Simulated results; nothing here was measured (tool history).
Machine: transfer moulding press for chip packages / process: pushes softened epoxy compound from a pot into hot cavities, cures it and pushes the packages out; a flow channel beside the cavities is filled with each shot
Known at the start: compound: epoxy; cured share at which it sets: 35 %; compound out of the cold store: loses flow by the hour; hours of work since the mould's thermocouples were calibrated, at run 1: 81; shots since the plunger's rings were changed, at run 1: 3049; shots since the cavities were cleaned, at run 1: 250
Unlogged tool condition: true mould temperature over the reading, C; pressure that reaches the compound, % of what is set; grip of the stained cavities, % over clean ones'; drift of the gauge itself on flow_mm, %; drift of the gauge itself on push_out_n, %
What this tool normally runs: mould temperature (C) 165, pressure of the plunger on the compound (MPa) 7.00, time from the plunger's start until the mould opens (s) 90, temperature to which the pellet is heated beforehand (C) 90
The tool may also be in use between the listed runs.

| run | hour | mould temperature (C) | pressure of the plunger on the compound (MPa) | time from the plunger's start until the mould opens (s) | temperature to which the pellet is heated beforehand (C) | hours of work since the mould's thermocouples were calibrated | shots since the plunger's rings were changed | shots since the cavities were cleaned | incoming compound's hours out of the cold store | length that the compound runs in the flow channel (mm) | greatest force on the pins that push the packages out (N) |
|---|---|---|---|---|---|---|---|---|---|---|---|
| 1 | 0.0 | 165 | 7.00 | 90 | 90 | 81 | 3049 | 250 | 34.8 | 574 | 650 |
|  | 46.5 | cavities cleaned with cleaning compound and waxed |
| 2 | 46.7 | 161 | 7.00 | 90 | 90 | 100 | 3434 | 2 | 20.6 | 625 | 687 |
|  | 121.4 | cavities cleaned with cleaning compound and waxed |
| 3 | 121.4 | 161 | 7.00 | 90 | 90 | 131 | 4057 | 0 | 39.1 | 564 | 636 |
| 4 | 173.7 | 165 | 7.55 | 90 | 90 | 153 | 4501 | 444 | 8.2 | 694 | 755 |
|  | 201.7 | cavities cleaned with cleaning compound and waxed |
| 5 | 246.8 | 165 | 7.55 | 90 | 90 | 183 | 5110 | 384 | 42.5 | 551 | 679 |
|  | 277.2 | cavities cleaned with cleaning compound and waxed |
|  | 313.9 | plunger's sealing rings changed |
| 6 | 330.1 | 165 | 7.55 | 90 | 90 | 216 | 137 | 428 | 10.0 | 714 | 731 |
|  | 337.5 | mould's thermocouples calibrated |
|  | 363.3 | cavities cleaned with cleaning compound and waxed |
| 7 | 409.4 | 158 | 7.55 | 113 | 82 | 30 | 782 | 392 | 38.2 | 610 | 696 |
|  | 439.5 | cavities cleaned with cleaning compound and waxed |
| 8 | 455.1 | 158 | 7.55 | 113 | 82 | 48 | 1157 | 132 | 38.6 | 608 | 612 |
|  | 519.0 | cavities cleaned with cleaning compound and waxed |
| 9 | 528.4 | 163 | 8.65 | 113 | 82 | 78 | 1769 | 81 | 24.4 | 690 | 500 |
|  | 597.8 | cavities cleaned with cleaning compound and waxed |
| 10 | 611.6 | 171 | 7.00 | 110 | 90 | 112 | 2463 | 118 | 47.0 | 520 | 474 |
|  | 675.2 | cavities cleaned with cleaning compound and waxed |
| 11 | 694.7 | 159 | 5.39 | 126 | 90 | 147 | 3157 | 165 | 32.1 | 519 | 539 |
| 12 | 743.1 | 159 | 5.39 | 126 | 90 | 167 | 3569 | 577 | 21.9 | 547 | 637 |

Below are 4 alternative next runs, each starting from the tool's condition after run 12. Predict each:
|  | 751.8 | cavities cleaned with cleaning compound and waxed |
|  | 774.8 | mould's thermocouples calibrated, once more |
| A | 786.6 | 165 | 5.27 | 90 | 96 | 5 | 3909 | 279 | 38.4 | ? | ? |
|  | 751.8 | cavities cleaned with cleaning compound and waxed |
|  | 774.8 | mould's thermocouples calibrated, once more |
| B | 786.6 | 159 | 5.39 | 126 | 90 | 5 | 3909 | 279 | 10.3 | ? | ? |
|  | 751.8 | cavities cleaned with cleaning compound and waxed |
|  | 774.8 | mould's thermocouples calibrated, once more |
| C | 786.6 | 165 | 7.31 | 90 | 90 | 5 | 3909 | 279 | 16.2 | ? | ? |
|  | 751.8 | cavities cleaned with cleaning compound and waxed |
|  | 774.8 | mould's thermocouples calibrated, once more |
| D | 786.6 | 159 | 5.75 | 90 | 90 | 5 | 3909 | 279 | 19.1 | ? | ? |

| run | length that the compound runs in the flow channel (mm) | greatest force on the pins that push the packages out (N) |
|---|---|---|
| A | 476 | 645 |
| B | 590 | 578 |
| C | 646 | 711 |
| D | 581 | 1025 |
With no hidden state in the tool, these same runs would have given:
| run | length that the compound runs in the flow channel (mm) | greatest force on the pins that push the packages out (N) |
|---|---|---|
| A | 497 | 510 |
| B | 616 | 456 |
| C | 674 | 559 |
| D | 606 | 807 |
